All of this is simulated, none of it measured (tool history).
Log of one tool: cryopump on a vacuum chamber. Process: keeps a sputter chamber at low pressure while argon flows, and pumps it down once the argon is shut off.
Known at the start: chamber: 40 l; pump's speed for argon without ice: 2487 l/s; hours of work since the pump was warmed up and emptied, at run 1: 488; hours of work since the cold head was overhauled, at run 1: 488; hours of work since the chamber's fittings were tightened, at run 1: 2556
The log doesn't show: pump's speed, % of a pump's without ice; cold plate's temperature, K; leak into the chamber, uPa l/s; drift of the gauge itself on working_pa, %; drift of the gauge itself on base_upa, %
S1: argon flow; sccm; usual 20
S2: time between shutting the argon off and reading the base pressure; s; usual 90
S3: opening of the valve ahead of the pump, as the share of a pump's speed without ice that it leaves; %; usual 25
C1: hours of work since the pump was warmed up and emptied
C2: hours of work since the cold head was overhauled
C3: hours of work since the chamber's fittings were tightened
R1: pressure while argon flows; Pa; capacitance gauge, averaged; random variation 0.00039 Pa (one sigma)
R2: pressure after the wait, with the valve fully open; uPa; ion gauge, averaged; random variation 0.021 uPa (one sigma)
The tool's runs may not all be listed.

run,hour,S1,S2,S3,C1,C2,C3,R1,R2
1,0,20,90,25,488,488,2556,0.0572,0.79
2,15.2,20,90,34,501,501,2569,0.043,0.81
3,31.8,20,90,34,515,515,2583,0.0435,0.84
4,52.5,20,90,25,532,532,2600,0.0569,0.78
5,67.5,20,90,25,545,545,2612,0.0578,0.81
6,86.7,20,90,25,561,561,2628,0.0572,0.82
7,99.1,20,90,25,571,571,2639,0.0575,0.86
8,118.4,20,90,25,587,587,2655,0.0586,0.81
9,142.7,20,90,25,607,607,2675,0.058,0.83
10,153.5,20,90,25,616,616,2684,0.0582,0.91
11,170,20,35,25,630,630,2698,0.0589,1.23
12,183.1,20,35,25,641,641,2709,0.0584,1.32
13,198,20,90,59,653,653,2721,0.0271,0.86
14,215.2,20,90,25,668,668,2735,0.0584,0.82
15,226.3,20,90,25,677,677,2744,0.0592,0.88
16,248.9,20,90,25,696,696,2763,0.0589,0.87
# hour 265.6: pump warmed up, emptied and cooled again
17,266.4,20,90,25,1,706,2774,0.0541,0.73
18,281.6,20,90,25,13,719,2786,0.0544,0.7
19,295.8,20,90,25,25,730,2798,0.0551,0.73
20,313.2,20,90,25,40,745,2813,0.0546,0.73
21,333.8,16,90,38,57,762,2830,0.0293,0.72
22,354.2,20,74,25,74,779,2847,0.0551,0.82
23,370.7,11,31,21,87,793,2860,0.0362,1.25
24,390.6,11,31,21,104,809,2877,0.0357,1.28
25,404.1,11,31,21,115,821,2888,0.0361,1.26
26,422,20,90,28,130,835,2903,0.0492,0.8
27,434.4,20,24,17,140,846,2913,0.0808,1.49
28,448.1,10,84,48,152,857,2925,0.0145,0.84
29,469.3,10,84,48,170,875,2942,0.0152,0.79
30,492.4,20,78,16,189,894,2962,0.086,0.79
31,507.7,36,126,35,201,907,2974,0.0721,0.73
32,524.7,20,21,28,216,921,2989,0.0505,1.71
33,547.5,20,168,17,235,940,3008,0.0817,0.71

Hidden state at the last listed run before each entry between runs and at the first one after, where it differs:
Between runs 16 and 17: pump warmed up, emptied and cooled again (hour 265.6)
  pump's speed, % of a pump's without ice: 74.1 -> 99.6; leak into the chamber, uPa l/s: 1139 -> 1142
  measured less the result without the state, R1: +0.0049 -> +0.0001 Pa; R2: +0.49 -> +0.35 uPa
